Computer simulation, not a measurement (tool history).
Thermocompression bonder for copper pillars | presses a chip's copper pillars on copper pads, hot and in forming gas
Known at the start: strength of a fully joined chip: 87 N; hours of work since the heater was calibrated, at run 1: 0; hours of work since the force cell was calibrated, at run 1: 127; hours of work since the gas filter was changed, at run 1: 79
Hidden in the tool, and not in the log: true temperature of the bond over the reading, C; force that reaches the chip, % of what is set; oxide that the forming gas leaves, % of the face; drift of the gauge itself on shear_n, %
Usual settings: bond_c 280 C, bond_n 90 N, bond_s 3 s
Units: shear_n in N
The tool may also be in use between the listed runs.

run    hour  bond_c  bond_n  bond_s  hours of work since the heater was calibrated  hours of work since the force cell was calibrated  hours of work since the gas filter was changed  shear_n
  1     0.0     280      90       3                                              0                                                127                                              79     61.1
  2    55.0     280      90       3                                             42                                                169                                             121     61.0
  3   109.3     280      90       3                                             84                                                211                                             163     62.0
  4   148.9     280      90       3                                            114                                                242                                             194     62.7
  5   198.5     280      90       3                                            152                                                280                                             232     63.7
  6   223.6     280      90       3                                            172                                                299                                             251     63.0
  7   282.7     280      90       3                                            217                                                344                                             296     62.6
  8   335.2     280      90       3                                            257                                                385                                             337     62.8
  9   374.2     280      90       5                                            287                                                415                                             367     69.0
 10   403.5     280      90       5                                            310                                                437                                             389     69.9
 11   437.0     280      90       5                                            336                                                463                                             415     71.0
      484.5  -- forming gas filter changed
 12   492.6     280      90       5                                            378                                                505                                               6     70.4
 13   536.1     280      90       5                                            411                                                539                                              40     71.7
 14   584.6     280      90       3                                            449                                                576                                              77     62.4
 15   618.8     280      90       3                                            475                                                602                                             103     62.7
 16   662.1     280      90       3                                            508                                                635                                             136     61.7
 17   723.3     280      90       3                                            555                                                682                                             183     60.9
 18   777.3     280      90       3                                            597                                                724                                             225     61.0
 19   816.7     280      90       3                                            627                                                754                                             255     62.8
 20   854.9     301      61       3                                            656                                                783                                             284     62.7
 21   908.5     257      90       3                                            697                                                825                                             326     50.3
 22   963.9     280      95       2                                            740                                                867                                             368     56.8
 23  1005.4     280     112       2                                            772                                                899                                             400     61.1
 24  1053.1     280      92       2                                            808                                                936                                             437     56.4
     1075.2  -- forming gas filter changed
 25  1102.5     269      57       2                                            846                                                973                                              21     38.4
 26  1155.4     269      57       2                                            887                                               1014                                              62     38.2
 27  1190.6     261      57       2                                            914                                               1041                                              89     35.7
 28  1250.2     280      90       4                                            959                                               1087                                             134     64.1
 29  1282.9     281     124       3                                            985                                               1112                                             160     69.2
 30  1316.6     281     124       3                                           1010                                               1138                                             185     70.2
 31  1370.0     293     106       6                                           1051                                               1179                                             226     80.7
 32  1425.4     274      70       8                                           1094                                               1221                                             269     68.8
 33  1475.8     265      70       3                                           1133                                               1260                                             308     48.6
 34  1528.9     302      59       5                                           1173                                               1301                                             348     69.5
 35  1583.0     257      90       3                                           1215                                               1342                                             390     50.4
 36  1636.5     289     117       3                                           1256                                               1383                                             431     73.9
     1662.2  -- forming gas filter changed
 37  1662.2     289     117       3                                           1275                                               1403                                               0     72.8
 38  1715.3     293      77       3                                           1316                                               1443                                              41     64.8

5 ways to go on from here, each from the tool as it stands after run 38. What would each give?
  A  1745.9     259      90       3                                           1340                                               1467                                              64        ?
  B  1745.9     280      77       3                                           1340                                               1467                                              64        ?
  C  1745.9     293      77       9                                           1340                                               1467                                              64        ?
  D  1745.9     293      77       2                                           1340                                               1467                                              64        ?
  E  1745.9     280     110       7                                           1340                                               1467                                              64        ?

run  shear_n
  A     52.7
  B     57.7
  C     77.6
  D     59.0
  E     75.9
Without the tool's hidden state the same runs would have given:
run  shear_n
  A     52.9
  B     57.9
  C     77.8
  D     59.3
  E     76.1
